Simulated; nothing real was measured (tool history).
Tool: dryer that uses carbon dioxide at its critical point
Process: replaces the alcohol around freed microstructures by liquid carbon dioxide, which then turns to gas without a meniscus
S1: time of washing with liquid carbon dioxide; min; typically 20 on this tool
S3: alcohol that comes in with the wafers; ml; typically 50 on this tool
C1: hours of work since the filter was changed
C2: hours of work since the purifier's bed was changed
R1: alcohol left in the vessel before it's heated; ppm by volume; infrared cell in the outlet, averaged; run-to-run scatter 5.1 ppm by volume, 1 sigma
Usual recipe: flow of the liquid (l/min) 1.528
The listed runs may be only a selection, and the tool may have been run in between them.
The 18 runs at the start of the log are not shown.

run 19 hour=897.8 | S1=22 flow_of_the_liquid_(l/min)=1.528 S3=50 | C1=164 C2=337 | R1=82
run 20 hour=953.2 | S1=20 flow_of_the_liquid_(l/min)=1.110 S3=50 | C1=183 C2=356 | R1=312
run 21 hour=990.3 | S1=20 flow_of_the_liquid_(l/min)=1.800 S3=50 | C1=195 C2=369 | R1=75
run 22 hour=1044.6 | S1=20 flow_of_the_liquid_(l/min)=1.800 S3=50 | C1=214 C2=387 | R1=83
run 23 hour=1102.1 | S1=20 flow_of_the_liquid_(l/min)=1.260 S3=87 | C1=233 C2=407 | R1=347
run 24 hour=1145.6 | S1=20 flow_of_the_liquid_(l/min)=1.260 S3=87 | C1=248 C2=422 | R1=346
run 25 hour=1205.1 | S1=25 flow_of_the_liquid_(l/min)=2.150 S3=22 | C1=268 C2=442 | R1=66
run 26 hour=1249.5 | S1=18 flow_of_the_liquid_(l/min)=1.680 S3=118 | C1=283 C2=457 | R1=236
run 27 hour=1281.5 | S1=16 flow_of_the_liquid_(l/min)=1.100 S3=64 | C1=294 C2=468 | R1=902
run 28 hour=1322.3 | S1=14 flow_of_the_liquid_(l/min)=2.470 S3=64 | C1=308 C2=482 | R1=116
run 29 hour=1380.5 | S1=15 flow_of_the_liquid_(l/min)=1.420 S3=111 | C1=328 C2=501 | R1=885
run 30 hour=1425.0 | S1=30 flow_of_the_liquid_(l/min)=1.850 S3=92 | C1=343 C2=516 | R1=74
run 31 hour=1455.5 | S1=19 flow_of_the_liquid_(l/min)=1.850 S3=74 | C1=353 C2=527 | R1=129
run 32 hour=1521.9 | S1=20 flow_of_the_liquid_(l/min)=1.528 S3=44 | C1=376 C2=549 | R1=135
run 33 hour=1554.5 | S1=12 flow_of_the_liquid_(l/min)=2.040 S3=28 | C1=387 C2=560 | R1=203
-- hour=1575.4 inlet filter changed
run 34 hour=1618.5 | S1=20 flow_of_the_liquid_(l/min)=1.528 S3=31 | C1=15 C2=582 | R1=108
run 35 hour=1669.6 | S1=26 flow_of_the_liquid_(l/min)=1.290 S3=21 | C1=32 C2=599 | R1=95
run 36 hour=1702.5 | S1=13 flow_of_the_liquid_(l/min)=2.150 S3=34 | C1=43 C2=610 | R1=135
run 37 hour=1745.1 | S1=26 flow_of_the_liquid_(l/min)=2.150 S3=92 | C1=58 C2=625 | R1=76
run 38 hour=1797.9 | S1=26 flow_of_the_liquid_(l/min)=2.150 S3=92 | C1=76 C2=643 | R1=77

Here are 3 independent what-if runs from the current tool condition. What would each one return?
run A hour=1837.0 | S1=25 flow_of_the_liquid_(l/min)=1.528 S3=116 | C1=89 C2=656 | R1=?
run B hour=1837.0 | S1=26 flow_of_the_liquid_(l/min)=1.730 S3=110 | C1=89 C2=656 | R1=?
run C hour=1837.0 | S1=12 flow_of_the_liquid_(l/min)=1.540 S3=84 | C1=89 C2=656 | R1=?

run=A R1=115
run=B R1=87
run=C R1=867
The same runs, with their run-to-run variation unchanged, on a tool lacking any hidden condition would have given:
run=A R1=32
run=B R1=7
run=C R1=720
